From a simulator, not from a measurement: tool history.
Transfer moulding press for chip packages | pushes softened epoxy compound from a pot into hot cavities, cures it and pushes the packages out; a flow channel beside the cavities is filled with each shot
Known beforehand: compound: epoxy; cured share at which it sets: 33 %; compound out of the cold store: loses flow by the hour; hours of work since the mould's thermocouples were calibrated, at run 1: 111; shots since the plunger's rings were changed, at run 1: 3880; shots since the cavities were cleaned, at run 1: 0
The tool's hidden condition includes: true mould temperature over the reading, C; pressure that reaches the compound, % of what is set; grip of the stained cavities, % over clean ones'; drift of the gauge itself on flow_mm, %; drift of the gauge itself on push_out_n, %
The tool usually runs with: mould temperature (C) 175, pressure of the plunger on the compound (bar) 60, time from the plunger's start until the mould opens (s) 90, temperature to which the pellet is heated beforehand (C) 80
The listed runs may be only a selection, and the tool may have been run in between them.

run,day,mould temperature (C),pressure of the plunger on the compound (bar),time from the plunger's start until the mould opens (s),temperature to which the pellet is heated beforehand (C),hours of work since the mould's thermocouples were calibrated,shots since the plunger's rings were changed,shots since the cavities were cleaned,incoming compound's hours out of the cold store,length that the compound runs in the flow channel (mm),greatest force on the pins that push the packages out (N)
1,0,175,60,90,80,111,3880,0,10.1,619,572
2,1.279,175,60,90,80,133,4299,419,17,601,725
# day 1.442: cavities cleaned with cleaning compound and waxed
3,2.317,175,60,90,80,149,4618,287,21.4,588,698
# day 2.879: cavities cleaned with cleaning compound and waxed
4,3.15,175,60,90,80,162,4870,88,28.3,574,579
# day 4.35: cavities cleaned with cleaning compound and waxed
5,4.408,175,60,90,80,182,5262,20,24.5,579,615
# day 5.721: cavities cleaned with cleaning compound and waxed
6,6.171,172,60,90,80,211,5818,148,15.2,593,862
# day 6.4: plunger's sealing rings changed
# day 7.279: cavities cleaned with cleaning compound and waxed
7,7.321,172,60,90,80,227,280,13,38.3,624,658
8,8.079,172,60,90,80,240,529,262,32.4,623,818
# day 8.65: cavities cleaned with cleaning compound and waxed
9,9.354,172,60,90,80,260,925,230,46.5,602,802
# day 9.596: mould's thermocouples calibrated
# day 10.2: cavities cleaned with cleaning compound and waxed
10,10.708,172,60,90,80,18,1320,165,26.4,636,796
# day 11.583: cavities cleaned with cleaning compound and waxed
11,11.938,172,60,90,80,37,1702,116,42.3,596,761
# day 13.075: cavities cleaned with cleaning compound and waxed
12,13.242,172,60,90,80,58,2108,54,12.7,647,784
# day 14.533: cavities cleaned with cleaning compound and waxed
13,14.808,172,60,90,80,83,2601,90,21.8,620,774
# day 15.917: cavities cleaned with cleaning compound and waxed
14,15.917,172,60,90,71,101,2942,0,10,643,766
15,17.079,170,60,90,86,120,3323,381,29.5,617,1042
# day 17.358: cavities cleaned with cleaning compound and waxed
# day 17.929: mould's thermocouples calibrated, once more
# day 18.812: cavities cleaned with cleaning compound and waxed
16,19.004,170,60,90,71,17,3884,63,29.3,598,883
# day 20.204: cavities cleaned with cleaning compound and waxed
17,20.475,180,60,90,73,41,4345,89,24.9,571,465
# day 21.608: cavities cleaned with cleaning compound and waxed
18,21.688,175,74.6,128,80,60,4721,25,42.8,611,368
# day 23.008: cavities cleaned with cleaning compound and waxed
19,23.283,175,46.3,78,80,86,5224,91,21.6,506,836
# day 24.383: cavities cleaned with cleaning compound and waxed
20,25.071,175,46.3,78,86,114,5788,225,14.6,503,965
# day 25.442: plunger's sealing rings changed
# day 25.896: cavities cleaned with cleaning compound and waxed
21,26.083,181,60,90,84,129,190,60,27.8,620,417
# day 27.288: cavities cleaned with cleaning compound and waxed
22,27.783,176,60,90,82,156,727,163,13.8,649,611
23,28.488,179,60,87,82,168,956,392,22,621,607
# day 28.7: cavities cleaned with cleaning compound and waxed
24,29.246,173,48.3,115,85,180,1184,178,30.4,563,464
# day 30.104: cavities cleaned with cleaning compound and waxed
25,30.958,175,60,77,80,207,1724,279,43.8,587,965

What if the next run were any one of these 3? Each begins from the tool's condition after run 25:
# day 31.521: cavities cleaned with cleaning compound and waxed
A,32.1,175,60,95,80,225,2077,190,46.8,?,?
# day 31.521: cavities cleaned with cleaning compound and waxed
B,32.1,175,60,98,80,225,2077,190,31,?,?
# day 31.521: cavities cleaned with cleaning compound and waxed
C,32.1,175,60,79,80,225,2077,190,29.7,?,?

run,length that the compound runs in the flow channel (mm),greatest force on the pins that push the packages out (N)
A,581,557
B,608,509
C,609,909
Stripped of hidden state, with their random variation kept, the same runs would have yielded:
run,length that the compound runs in the flow channel (mm),greatest force on the pins that push the packages out (N)
A,603,458
B,632,417
C,633,743

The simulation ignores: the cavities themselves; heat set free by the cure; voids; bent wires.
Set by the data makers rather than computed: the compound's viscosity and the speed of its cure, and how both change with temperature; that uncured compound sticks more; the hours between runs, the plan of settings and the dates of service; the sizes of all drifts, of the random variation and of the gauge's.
